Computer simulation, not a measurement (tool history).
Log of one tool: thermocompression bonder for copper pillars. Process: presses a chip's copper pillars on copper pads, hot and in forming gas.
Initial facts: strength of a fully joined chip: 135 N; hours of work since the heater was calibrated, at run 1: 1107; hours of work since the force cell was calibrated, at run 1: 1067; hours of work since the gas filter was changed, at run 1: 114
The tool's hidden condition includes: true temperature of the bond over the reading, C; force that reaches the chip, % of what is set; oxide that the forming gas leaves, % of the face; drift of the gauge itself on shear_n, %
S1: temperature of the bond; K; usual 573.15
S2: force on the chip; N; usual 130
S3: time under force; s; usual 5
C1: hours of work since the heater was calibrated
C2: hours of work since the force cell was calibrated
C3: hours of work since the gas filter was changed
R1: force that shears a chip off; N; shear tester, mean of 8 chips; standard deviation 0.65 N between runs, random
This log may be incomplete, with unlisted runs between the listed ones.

{"run": 1, "day": 0.0, "S1": 573.15, "S2": 130, "S3": 5, "C1": 1107, "C2": 1067, "C3": 114, "R1": 70.1}
{"day": 1.271, "done": "heater calibrated with a thermocouple chip"}
{"run": 2, "day": 1.925, "S1": 573.15, "S2": 130, "S3": 5, "C1": 8, "C2": 1089, "C3": 136, "R1": 65.5}
{"run": 3, "day": 3.8, "S1": 573.15, "S2": 130, "S3": 5, "C1": 30, "C2": 1111, "C3": 158, "R1": 64.9}
{"day": 5.196, "done": "forming gas filter changed"}
{"run": 4, "day": 5.812, "S1": 573.15, "S2": 130, "S3": 5, "C1": 54, "C2": 1135, "C3": 7, "R1": 69.7}
{"run": 5, "day": 8.45, "S1": 573.15, "S2": 130, "S3": 5, "C1": 85, "C2": 1166, "C3": 39, "R1": 67.8}
{"day": 9.3, "done": "heater calibrated with a thermocouple chip, once more"}
{"day": 9.879, "done": "force cell calibrated"}
{"run": 6, "day": 10.954, "S1": 573.15, "S2": 130, "S3": 5, "C1": 19, "C2": 13, "C3": 67, "R1": 75}
{"run": 7, "day": 12.496, "S1": 573.15, "S2": 105, "S3": 5, "C1": 37, "C2": 31, "C3": 85, "R1": 63.5}
{"run": 8, "day": 13.8, "S1": 562.15, "S2": 130, "S3": 5, "C1": 53, "C2": 47, "C3": 101, "R1": 63.7}
{"run": 9, "day": 16.583, "S1": 562.15, "S2": 130, "S3": 5, "C1": 86, "C2": 80, "C3": 134, "R1": 61.8}
{"run": 10, "day": 18.125, "S1": 562.15, "S2": 130, "S3": 5, "C1": 105, "C2": 98, "C3": 153, "R1": 61.8}
{"day": 19.858, "done": "forming gas filter changed"}
{"run": 11, "day": 20.15, "S1": 573.15, "S2": 130, "S3": 4, "C1": 128, "C2": 122, "C3": 3, "R1": 71.3}
{"run": 12, "day": 22.208, "S1": 573.15, "S2": 130, "S3": 10, "C1": 153, "C2": 147, "C3": 28, "R1": 92}
{"run": 13, "day": 24.558, "S1": 586.15, "S2": 122, "S3": 9, "C1": 181, "C2": 175, "C3": 56, "R1": 96.7}
{"run": 14, "day": 26.992, "S1": 582.15, "S2": 122, "S3": 9, "C1": 210, "C2": 204, "C3": 85, "R1": 92.7}
{"run": 15, "day": 29.908, "S1": 573.15, "S2": 86, "S3": 3, "C1": 245, "C2": 239, "C3": 120, "R1": 43.2}
{"run": 16, "day": 32.279, "S1": 575.15, "S2": 110, "S3": 6, "C1": 273, "C2": 267, "C3": 148, "R1": 68.9}
{"run": 17, "day": 33.492, "S1": 557.15, "S2": 130, "S3": 10, "C1": 288, "C2": 282, "C3": 163, "R1": 70.5}
{"day": 34.583, "done": "forming gas filter changed"}
{"run": 18, "day": 35.2, "S1": 557.15, "S2": 130, "S3": 10, "C1": 308, "C2": 302, "C3": 7, "R1": 77}
{"run": 19, "day": 38.217, "S1": 557.15, "S2": 130, "S3": 10, "C1": 344, "C2": 338, "C3": 43, "R1": 75.4}
{"run": 20, "day": 39.908, "S1": 557.15, "S2": 130, "S3": 10, "C1": 364, "C2": 358, "C3": 64, "R1": 74.9}
{"run": 21, "day": 41.921, "S1": 557.15, "S2": 130, "S3": 10, "C1": 388, "C2": 382, "C3": 88, "R1": 74.9}
{"run": 22, "day": 43.462, "S1": 574.15, "S2": 130, "S3": 6, "C1": 406, "C2": 400, "C3": 106, "R1": 77}

Branching from run 22: 4 alternative next runs. What would each branch give?
{"run": "A", "day": 45.929, "S1": 574.15, "S2": 120, "S3": 6, "C1": 436, "C2": 430, "C3": 135, "R1": "?"}
{"run": "B", "day": 45.929, "S1": 603.15, "S2": 130, "S3": 5, "C1": 436, "C2": 430, "C3": 135, "R1": "?"}
{"run": "C", "day": 45.929, "S1": 598.15, "S2": 130, "S3": 14, "C1": 436, "C2": 430, "C3": 135, "R1": "?"}
{"run": "D", "day": 45.929, "S1": 573.15, "S2": 113, "S3": 5, "C1": 436, "C2": 430, "C3": 135, "R1": "?"}

run=A R1=73.1
run=B R1=96.3
run=C R1=113.2
run=D R1=64
What these runs would have given with no unlogged condition in the tool:
run=A R1=78.2
run=B R1=102.8
run=C R1=120.5
run=D R1=68.6
